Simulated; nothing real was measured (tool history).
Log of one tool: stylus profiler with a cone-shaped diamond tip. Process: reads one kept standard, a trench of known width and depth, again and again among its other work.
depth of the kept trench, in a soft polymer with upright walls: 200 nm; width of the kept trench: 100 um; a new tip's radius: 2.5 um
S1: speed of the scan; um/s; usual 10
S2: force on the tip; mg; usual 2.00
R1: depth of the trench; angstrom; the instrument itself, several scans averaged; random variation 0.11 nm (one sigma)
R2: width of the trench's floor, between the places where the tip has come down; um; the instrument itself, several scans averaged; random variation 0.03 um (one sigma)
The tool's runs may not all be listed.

run,hour,S1,S2,R1,R2
1,0.0,10,2.00,2013.1,98.03
2,77.0,10,2.00,2016.9,98.01
3,182.8,10,0.95,2011.0,98.00
4,262.5,3,2.00,2015.9,97.99
5,357.0,3,2.00,2012.3,98.00
6,411.2,3,2.00,2015.3,98.04
7,508.4,3,2.00,2012.9,98.07
8,598.0,2,2.40,2016.3,98.03
9,650.7,2,2.40,2017.0,98.01
10,728.4,3,2.74,2018.6,98.04
11,844.5,3,2.74,2017.9,98.02

4 ways to go on from here, each from the tool as it stands after run 11. What would each give?
A,962.9,32,1.34,?,?
B,962.9,4,5.78,?,?
C,962.9,4,2.00,?,?
D,962.9,3,2.40,?,?

run,R1,R2
A,2010.7,97.93
B,2030.4,97.99
C,2015.0,98.05
D,2019.5,98.05
Without the tool's hidden state the same runs would have given:
run,R1,R2
A,2010.7,97.94
B,2030.4,98.00
C,2015.1,98.06
D,2019.6,98.06

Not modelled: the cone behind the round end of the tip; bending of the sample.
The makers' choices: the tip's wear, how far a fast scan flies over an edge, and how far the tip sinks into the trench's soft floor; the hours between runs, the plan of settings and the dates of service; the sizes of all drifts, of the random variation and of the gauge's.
